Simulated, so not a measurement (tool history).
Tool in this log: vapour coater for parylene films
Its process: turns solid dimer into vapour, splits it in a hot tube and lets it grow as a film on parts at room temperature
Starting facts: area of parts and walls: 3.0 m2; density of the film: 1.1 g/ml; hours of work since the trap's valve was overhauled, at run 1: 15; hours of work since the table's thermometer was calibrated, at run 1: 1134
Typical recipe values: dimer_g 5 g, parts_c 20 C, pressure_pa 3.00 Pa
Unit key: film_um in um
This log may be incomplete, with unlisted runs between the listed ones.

run,hour,dimer_g,parts_c,pressure_pa,hours of work since the trap's valve was overhauled,hours of work since the table's thermometer was calibrated,film_um
1,0.0,5,20,3.00,15,1134,1.286
2,17.0,5,13,3.00,27,1147,1.475
3,52.2,5,20,3.00,53,1173,1.304
4,88.8,5,20,11.50,81,1200,0.966
5,126.9,5,20,3.00,109,1228,1.279
6,160.6,5,20,8.46,134,1253,1.015
7,190.6,5,20,7.27,156,1276,1.058
8,213.6,5,20,7.27,173,1293,1.058
9,245.5,5,20,3.00,197,1316,1.280
10,283.8,5,20,3.00,225,1345,1.259
11,308.5,5,17,3.00,244,1363,1.393
12,340.6,5,17,3.00,267,1387,1.405
13,364.3,3,13,3.00,285,1404,0.841
14,400.8,3,20,6.46,312,1431,0.638
# hour 427.1: trap's valve overhauled
15,428.9,3,20,6.46,1,1449,0.657
16,450.9,2,15,4.46,18,1466,0.568
17,480.5,3,12,2.20,40,1488,0.894
18,514.6,3,12,2.20,65,1513,0.887
19,539.8,3,12,2.20,84,1532,0.876
20,557.7,3,20,3.00,97,1545,0.782
21,596.1,4,20,2.49,125,1573,1.058

Run 22 comes next. What will it give?
22,621.7,3,19,2.29,144,1592,?

film_um: 0.842 um
Without the tool's hidden state the same run would have given film_um 0.834 um.
